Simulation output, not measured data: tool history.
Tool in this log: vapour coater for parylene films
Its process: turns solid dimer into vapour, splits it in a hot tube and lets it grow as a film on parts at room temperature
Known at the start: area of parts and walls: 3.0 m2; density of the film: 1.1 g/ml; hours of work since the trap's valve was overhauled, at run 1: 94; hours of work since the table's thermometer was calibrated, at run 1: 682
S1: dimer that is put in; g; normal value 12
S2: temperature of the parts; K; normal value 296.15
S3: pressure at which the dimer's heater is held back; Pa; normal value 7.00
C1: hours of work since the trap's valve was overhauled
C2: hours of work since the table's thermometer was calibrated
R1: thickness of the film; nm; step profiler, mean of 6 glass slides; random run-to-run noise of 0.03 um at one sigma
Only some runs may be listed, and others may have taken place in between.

run,hour,S1,S2,S3,C1,C2,R1
1,0.0,12,296.15,7.00,94,682,2650
2,21.4,12,300.15,7.00,113,701,2410
3,41.3,12,296.15,7.00,131,718,2690
4,55.9,12,296.15,7.00,143,731,2660
5,77.6,12,296.15,7.00,162,750,2650
6,99.9,14,296.15,7.00,182,769,3060
7,115.1,11,296.15,7.00,195,783,2400
8,130.0,11,296.15,7.00,208,796,2380
9,140.6,7,296.15,7.00,217,805,1490
10,151.9,7,296.15,7.00,227,815,1540
11,162.3,7,296.15,7.00,236,824,1540
12,173.0,7,296.15,7.00,245,833,1520
13,185.0,7,296.15,7.00,256,844,1550
14,195.1,7,296.15,7.00,265,852,1470
15,210.7,7,296.15,7.00,278,866,1520
16,229.8,12,296.15,7.00,295,883,2550
17,248.7,12,296.15,7.00,311,899,2520
18,266.2,12,296.15,5.85,327,915,2520
19,281.2,12,289.15,5.85,340,928,2960
20,296.4,12,289.15,5.85,353,941,2970
21,315.3,18,303.15,5.03,370,957,3140
22,329.1,18,303.15,5.03,382,969,3080
23,346.2,18,303.15,5.03,397,984,3120
24,364.1,12,296.15,7.99,412,1000,2410
# hour 376.2: trap's valve overhauled
25,388.5,12,296.15,7.99,11,1018,2820
26,402.2,12,296.15,7.99,23,1030,2720
27,425.3,12,296.15,7.99,43,1050,2760
28,445.4,12,293.15,10.67,60,1067,2880
29,462.0,12,293.15,10.67,75,1082,2870
30,472.6,12,292.15,2.39,84,1091,3170
31,485.8,7,289.15,4.36,96,1103,1910
32,504.3,7,289.15,4.36,112,1119,1930
33,516.2,7,289.15,4.36,122,1129,1890
34,535.0,12,289.15,7.00,139,1146,3240
35,551.2,9,296.15,10.74,153,1160,1980
36,570.7,16,288.15,10.35,170,1177,4200

Branching from run 36: 5 alternative next runs. What would each branch give?
A,587.0,20,294.15,3.75,184,1191,?
B,587.0,11,288.15,10.35,184,1191,?
C,587.0,12,300.15,4.76,184,1191,?
D,587.0,16,288.15,4.24,184,1191,?
E,587.0,7,299.15,7.00,184,1191,?

run,R1
A,4790
B,2870
C,2440
D,4420
E,1440
Stripped of hidden state, with their random variation kept, the same runs would have yielded:
run,R1
A,5030
B,3020
C,2560
D,4640
E,1510

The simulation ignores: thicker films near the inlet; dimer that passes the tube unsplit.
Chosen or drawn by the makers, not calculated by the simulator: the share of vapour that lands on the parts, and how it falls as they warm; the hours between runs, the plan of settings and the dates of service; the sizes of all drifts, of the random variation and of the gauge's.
